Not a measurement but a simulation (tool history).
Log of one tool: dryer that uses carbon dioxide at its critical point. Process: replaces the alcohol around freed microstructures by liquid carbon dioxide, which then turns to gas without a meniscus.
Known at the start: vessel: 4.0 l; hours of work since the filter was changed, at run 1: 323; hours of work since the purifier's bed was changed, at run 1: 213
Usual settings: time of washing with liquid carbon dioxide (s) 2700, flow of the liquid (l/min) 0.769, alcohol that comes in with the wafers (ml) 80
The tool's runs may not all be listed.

| run | hour | time of washing with liquid carbon dioxide (s) | flow of the liquid (l/min) | alcohol that comes in with the wafers (ml) | hours of work since the filter was changed | hours of work since the purifier's bed was changed | alcohol left in the vessel before it's heated (ppm by volume) |
|---|---|---|---|---|---|---|---|
| 1 | 0.0 | 2700 | 0.769 | 80 | 323 | 213 | 73 |
| 2 | 7.2 | 3600 | 0.769 | 80 | 328 | 218 | 42 |
| 3 | 19.3 | 3600 | 0.769 | 80 | 336 | 226 | 37 |
| 4 | 27.3 | 2940 | 0.769 | 80 | 342 | 232 | 59 |
| 5 | 44.3 | 2700 | 1.039 | 80 | 354 | 243 | 42 |
| 6 | 56.8 | 2700 | 0.479 | 80 | 362 | 252 | 509 |
|  | 63.5 | inlet filter changed |
| 7 | 74.6 | 2700 | 0.769 | 80 | 8 | 264 | 68 |
| 8 | 89.8 | 2700 | 0.769 | 80 | 18 | 274 | 75 |
| 9 | 97.0 | 2700 | 0.769 | 80 | 23 | 279 | 59 |
| 10 | 109.9 | 2100 | 0.769 | 80 | 32 | 288 | 162 |
| 11 | 116.7 | 2100 | 0.769 | 80 | 36 | 292 | 157 |
| 12 | 133.3 | 2220 | 0.466 | 26 | 48 | 304 | 297 |
| 13 | 146.9 | 1980 | 1.031 | 23 | 57 | 313 | 51 |
| 14 | 157.6 | 2760 | 0.769 | 98 | 64 | 320 | 85 |
| 15 | 168.0 | 2700 | 0.769 | 79 | 72 | 328 | 87 |
| 16 | 178.6 | 2700 | 0.769 | 79 | 79 | 335 | 78 |
| 17 | 194.9 | 2700 | 0.769 | 79 | 90 | 346 | 77 |
| 18 | 201.8 | 3360 | 0.769 | 50 | 95 | 351 | 55 |
| 19 | 213.1 | 2460 | 0.735 | 80 | 103 | 359 | 116 |
| 20 | 226.0 | 2460 | 0.735 | 80 | 111 | 367 | 114 |

Forecast each of these 4 alternatives for the next run:
| A | 233.7 | 1860 | 1.239 | 40 | 117 | 373 | ? |
| B | 233.7 | 2700 | 0.769 | 51 | 117 | 373 | ? |
| C | 233.7 | 3180 | 1.052 | 28 | 117 | 373 | ? |
| D | 233.7 | 1980 | 0.769 | 56 | 117 | 373 | ? |

| run | alcohol left in the vessel before it's heated (ppm by volume) |
|---|---|
| A | 54 |
| B | 63 |
| C | 52 |
| D | 179 |
Without the tool's hidden state the same runs would have given:
| run | alcohol left in the vessel before it's heated (ppm by volume) |
|---|---|
| A | 11 |
| B | 18 |
| C | 9 |
| D | 122 |
